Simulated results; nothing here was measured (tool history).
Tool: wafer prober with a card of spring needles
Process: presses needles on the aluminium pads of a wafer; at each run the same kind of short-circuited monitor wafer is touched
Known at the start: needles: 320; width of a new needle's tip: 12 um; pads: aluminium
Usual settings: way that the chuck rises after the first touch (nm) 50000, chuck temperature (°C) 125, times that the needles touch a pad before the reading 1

run	hour	way that the chuck rises after the first touch (nm)	chuck temperature (°C)	times that the needles touch a pad before the reading	resistance of one needle with its contact and lead (mohm)	way that a needle slides on the pad (nm)
1	0.0	50000	125	1	188	10610
# hour 11.9: tips cleaned on abrasive film
# hour 21.4: tips cleaned on abrasive film
# hour 33.3: tips cleaned on abrasive film
# hour 42.8: tips cleaned on abrasive film
# hour 52.3: tips cleaned on abrasive film
# hour 59.7: height of the first contact set anew
# hour 62.2: tips cleaned on abrasive film
2	67.8	50000	97	1	183	10570
# hour 72.6: tips cleaned on abrasive film
# hour 82.1: tips cleaned on abrasive film
# hour 94.0: tips cleaned on abrasive film
# hour 105.9: tips cleaned on abrasive film
3	105.9	50000	97	1	182	10580
# hour 115.4: tips cleaned on abrasive film
# hour 127.3: tips cleaned on abrasive film
# hour 136.8: tips cleaned on abrasive film
# hour 148.2: tips cleaned on abrasive film
4	148.2	50000	73	1	176	10570
# hour 160.1: tips cleaned on abrasive film
# hour 169.6: tips cleaned on abrasive film
# hour 181.5: tips cleaned on abrasive film
# hour 193.4: tips cleaned on abrasive film
# hour 202.9: tips cleaned on abrasive film
5	204.5	50000	125	2	193	10540
# hour 214.0: tips cleaned on abrasive film
# hour 225.9: tips cleaned on abrasive film
# hour 235.5: tips cleaned on abrasive film
# hour 247.3: tips cleaned on abrasive film
# hour 259.2: tips cleaned on abrasive film
# hour 271.1: tips cleaned on abrasive film
# hour 283.0: tips cleaned on abrasive film
6	283.3	50000	125	2	189	10470
# hour 292.9: tips cleaned on abrasive film
# hour 302.4: tips cleaned on abrasive film
# hour 314.3: tips cleaned on abrasive film
# hour 326.2: tips cleaned on abrasive film
# hour 338.1: tips cleaned on abrasive film
7	340.6	50000	125	2	187	10540
# hour 347.8: tips cleaned on abrasive film
# hour 357.3: tips cleaned on abrasive film
# hour 366.8: tips cleaned on abrasive film
# hour 376.4: tips cleaned on abrasive film
# hour 383.7: height of the first contact set anew
8	385.2	50000	125	2	189	10530
# hour 387.7: tips cleaned on abrasive film
# hour 397.2: tips cleaned on abrasive film
# hour 409.1: tips cleaned on abrasive film
# hour 418.6: tips cleaned on abrasive film
9	424.6	50000	125	2	188	10470
# hour 429.5: tips cleaned on abrasive film
# hour 439.0: tips cleaned on abrasive film
# hour 450.9: tips cleaned on abrasive film
# hour 462.8: tips cleaned on abrasive film
# hour 474.6: tips cleaned on abrasive film
# hour 486.5: tips cleaned on abrasive film
# hour 498.4: tips cleaned on abrasive film
# hour 510.3: tips cleaned on abrasive film
10	512.0	50000	125	2	189	10480
# hour 521.5: tips cleaned on abrasive film
# hour 533.4: tips cleaned on abrasive film
# hour 542.9: tips cleaned on abrasive film
# hour 552.4: tips cleaned on abrasive film
# hour 563.2: tips cleaned on abrasive film
11	563.2	50000	125	1	187	10470
# hour 572.8: tips cleaned on abrasive film
# hour 584.6: tips cleaned on abrasive film
# hour 596.5: tips cleaned on abrasive film
# hour 608.4: tips cleaned on abrasive film
# hour 617.9: tips cleaned on abrasive film
12	621.1	46000	74	1	179	9660
# hour 628.3: tips cleaned on abrasive film
# hour 640.1: tips cleaned on abrasive film
# hour 649.7: tips cleaned on abrasive film
# hour 659.2: tips cleaned on abrasive film
13	668.5	46000	62	1	174	9610
# hour 671.0: tips cleaned on abrasive film
# hour 680.5: tips cleaned on abrasive film
# hour 692.4: tips cleaned on abrasive film
# hour 704.3: tips cleaned on abrasive film
# hour 706.9: height of the first contact set anew
14	712.6	35000	35	1	174	7290
# hour 715.0: tips cleaned on abrasive film
# hour 726.9: tips cleaned on abrasive film
# hour 738.8: tips cleaned on abrasive film
# hour 748.3: tips cleaned on abrasive film
# hour 760.2: tips cleaned on abrasive film
15	763.1	62000	125	2	187	12880
# hour 770.3: tips cleaned on abrasive film
# hour 782.2: tips cleaned on abrasive film
# hour 794.0: tips cleaned on abrasive film
# hour 805.9: tips cleaned on abrasive film
# hour 815.5: tips cleaned on abrasive film
# hour 825.0: tips cleaned on abrasive film
# hour 836.9: tips cleaned on abrasive film
16	838.5	62000	57	2	174	12870
# hour 848.1: tips cleaned on abrasive film
# hour 857.6: tips cleaned on abrasive film
# hour 867.1: tips cleaned on abrasive film
# hour 879.0: tips cleaned on abrasive film
17	887.5	50000	74	2	175	10370
# hour 890.0: tips cleaned on abrasive film
# hour 899.5: tips cleaned on abrasive film
# hour 911.4: tips cleaned on abrasive film
# hour 920.9: tips cleaned on abrasive film
# hour 932.8: tips cleaned on abrasive film
18	936.8	50000	74	2	180	10390
# hour 943.9: tips cleaned on abrasive film
# hour 955.8: tips cleaned on abrasive film
# hour 967.7: tips cleaned on abrasive film
# hour 977.2: tips cleaned on abrasive film
# hour 989.1: tips cleaned on abrasive film
# hour 1001.0: tips cleaned on abrasive film
19	1004.7	50000	125	2	188	10400
# hour 1011.8: tips cleaned on abrasive film
# hour 1021.4: tips cleaned on abrasive film
# hour 1031.1: height of the first contact set anew
# hour 1033.5: tips cleaned on abrasive film
# hour 1043.7: tips cleaned on abrasive film
20	1043.7	38000	125	1	192	7870
# hour 1055.5: tips cleaned on abrasive film
# hour 1067.4: tips cleaned on abrasive film
# hour 1077.0: tips cleaned on abrasive film
# hour 1088.8: tips cleaned on abrasive film
21	1096.0	43000	37	1	173	8880

The next listed run, before its measurement:
# hour 1098.4: tips cleaned on abrasive film
# hour 1110.3: tips cleaned on abrasive film
# hour 1119.8: tips cleaned on abrasive film
# hour 1131.7: tips cleaned on abrasive film
# hour 1141.2: tips cleaned on abrasive film
# hour 1145.9: gauge calibrated
# hour 1150.7: tips cleaned on abrasive film
# hour 1162.6: tips cleaned on abrasive film
# hour 1172.1: tips cleaned on abrasive film
22	1172.2	66000	37	1	?	?

For run 22 the tool returned resistance of one needle with its contact and lead (mohm) 169, way that a needle slides on the pad (nm) 13900.
With the hidden condition absent and the run-to-run variation left alone, this run would have shown resistance of one needle with its contact and lead (mohm) 169, way that a needle slides on the pad (nm) 13910.
